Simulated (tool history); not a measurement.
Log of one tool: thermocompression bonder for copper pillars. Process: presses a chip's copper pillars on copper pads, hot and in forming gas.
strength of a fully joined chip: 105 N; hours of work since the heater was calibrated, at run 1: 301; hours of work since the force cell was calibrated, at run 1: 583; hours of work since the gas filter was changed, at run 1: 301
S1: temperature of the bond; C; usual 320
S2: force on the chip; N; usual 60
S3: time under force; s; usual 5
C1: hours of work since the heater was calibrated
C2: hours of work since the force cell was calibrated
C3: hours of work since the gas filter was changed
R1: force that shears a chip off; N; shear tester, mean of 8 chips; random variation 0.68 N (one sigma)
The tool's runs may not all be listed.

run	hour	S1	S2	S3	C1	C2	C3	R1
1	0	320	60	5	301	583	301	44
2	21.4	320	60	5	313	595	313	43.6
3	52.6	320	60	5	331	613	331	44.5
4	72.4	320	60	11	342	624	342	56.2
5	107	320	60	11	361	643	361	56.7
# hour 127.9: forming gas filter changed
6	130.1	320	60	11	374	656	1	62.3
7	155.9	320	44	5	388	670	16	41.6
# hour 160.6: heater calibrated with a thermocouple chip
8	175.9	309	60	5	9	680	26	43.4
9	206.3	322	60	5	26	697	43	48.9
10	235.6	322	60	5	42	714	59	49.3
11	260.1	322	60	5	56	727	73	48.5
# hour 264.8: heater calibrated with a thermocouple chip, once more
12	295.7	295	60	3	17	746	92	27.9
13	313.8	323	68	5	27	756	102	50
14	334.4	323	68	5	39	768	113	49.5
15	362.8	323	68	5	55	784	129	48.5
16	391	301	74	5	71	800	145	41.5
17	427.5	301	74	5	91	820	166	41.3
18	452	301	74	5	105	834	179	40
19	481.6	301	74	5	122	850	196	41.4
20	503.1	301	74	5	134	862	208	39.9

Hidden state at the last listed run before each entry between runs and at the first one after, where it differs:
Between runs 5 and 6: forming gas filter changed (hour 127.9)
  true temperature of the bond over the reading, C: 2.5 -> 2.6; oxide that the forming gas leaves, % of the face: 10.25 -> 0.55
  measured less the result without the state, R1: -5.2 -> +0.9 N
Between runs 7 and 8: heater calibrated with a thermocouple chip (hour 160.6)
  true temperature of the bond over the reading, C: 2.7 -> 4.4; oxide that the forming gas leaves, % of the face: 0.94 -> 1.19
  measured less the result without the state, R1: +0.6 -> +1.3 N
Between runs 11 and 12: heater calibrated with a thermocouple chip, once more (hour 264.8)
  true temperature of the bond over the reading, C: 4.8 -> 0.6; oxide that the forming gas leaves, % of the face: 2.43 -> 2.91
  measured less the result without the state, R1: +0.8 -> -0.8 N
